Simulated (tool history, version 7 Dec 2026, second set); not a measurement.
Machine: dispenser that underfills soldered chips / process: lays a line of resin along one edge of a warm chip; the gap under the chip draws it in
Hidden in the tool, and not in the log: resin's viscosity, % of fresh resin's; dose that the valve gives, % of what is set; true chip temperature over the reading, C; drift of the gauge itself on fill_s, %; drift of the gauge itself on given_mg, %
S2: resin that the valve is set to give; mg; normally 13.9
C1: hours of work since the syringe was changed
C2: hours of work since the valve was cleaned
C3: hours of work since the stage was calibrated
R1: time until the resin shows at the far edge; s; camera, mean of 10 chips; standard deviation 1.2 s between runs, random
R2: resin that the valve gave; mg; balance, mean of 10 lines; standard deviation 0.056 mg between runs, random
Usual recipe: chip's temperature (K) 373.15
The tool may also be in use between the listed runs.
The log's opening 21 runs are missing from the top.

At hour 190.7: new syringe of resin.
Run 22, hour 191.5: usual settings but chip's temperature (K) 359.15, S2 15.5 mg; C1 1; C2 66; C3 135. Result: R1 245.1 s, R2 14.74 mg.
At hour 201.5: new syringe of resin.
Run 23, hour 203.8: usual settings but chip's temperature (K) 379.15, S2 12 mg; C1 2; C2 74; C3 144. Result: R1 110.1 s, R2 11.32 mg.
At hour 206.9: dispensing valve cleaned and set on the balance.
At hour 213: new syringe of resin.
Run 24, hour 216.6: usual settings but chip's temperature (K) 360.15, S2 15.2 mg; C1 2; C2 6; C3 152. Result: R1 278.2 s, R2 15.1 mg.
At hour 224.3: new syringe of resin.
Run 25, hour 226.5: usual settings but chip's temperature (K) 360.15, S2 15.2 mg; C1 2; C2 13; C3 158. Result: R1 257 s, R2 15.02 mg.
At hour 234.7: new syringe of resin.
Run 26, hour 234.7: usual settings but chip's temperature (K) 379.15, S2 15.9 mg; C1 0; C2 18; C3 164. Result: R1 90.3 s, R2 15.76 mg.
Run 27, hour 244.3: usual settings but chip's temperature (K) 377.15, S2 11.9 mg; C1 6; C2 25; C3 170. Result: R1 188.8 s, R2 11.7 mg.
At hour 245.2: new syringe of resin.
Run 28, hour 253.8: usual settings but chip's temperature (K) 377.15, S2 14.1 mg; C1 6; C2 31; C3 176. Result: R1 172.3 s, R2 13.82 mg.
At hour 256.3: new syringe of resin.
Run 29, hour 263.1: usual settings but chip's temperature (K) 377.15, S2 14.1 mg; C1 5; C2 37; C3 182. Result: R1 156.4 s, R2 13.77 mg.
At hour 267.5: new syringe of resin.
Run 30, hour 270.9: usual settings but chip's temperature (K) 371.15, S2 14.9 mg; C1 2; C2 42; C3 188. Result: R1 161.4 s, R2 14.56 mg.

Here are 3 independent what-if runs from the current tool condition. What would each one return?
At hour 278.6: new syringe of resin.
Run A, hour 279.2: usual settings but chip's temperature (K) 362.15, S2 14.3 mg; C1 0; C2 48; C3 193. Result: R1 ?, R2 ?.
At hour 278.6: new syringe of resin.
Run B, hour 279.2: usual settings but chip's temperature (K) 381.15; C1 0; C2 48; C3 193. Result: R1 ?, R2 ?.
At hour 278.6: new syringe of resin.
Run C, hour 279.2: usual settings but chip's temperature (K) 388.15, S2 14.6 mg; C1 0; C2 48; C3 193. Result: R1 ?, R2 ?.

run     R1     R2
  A  210.6  13.76
  B   88.2  13.47
  C   66.2  14.11
With the hidden condition removed and each run's random variation left untouched, the same runs would have given:
run     R1     R2
  A  197.7  14.23
  B   82.9  13.94
  C   62.4  14.59
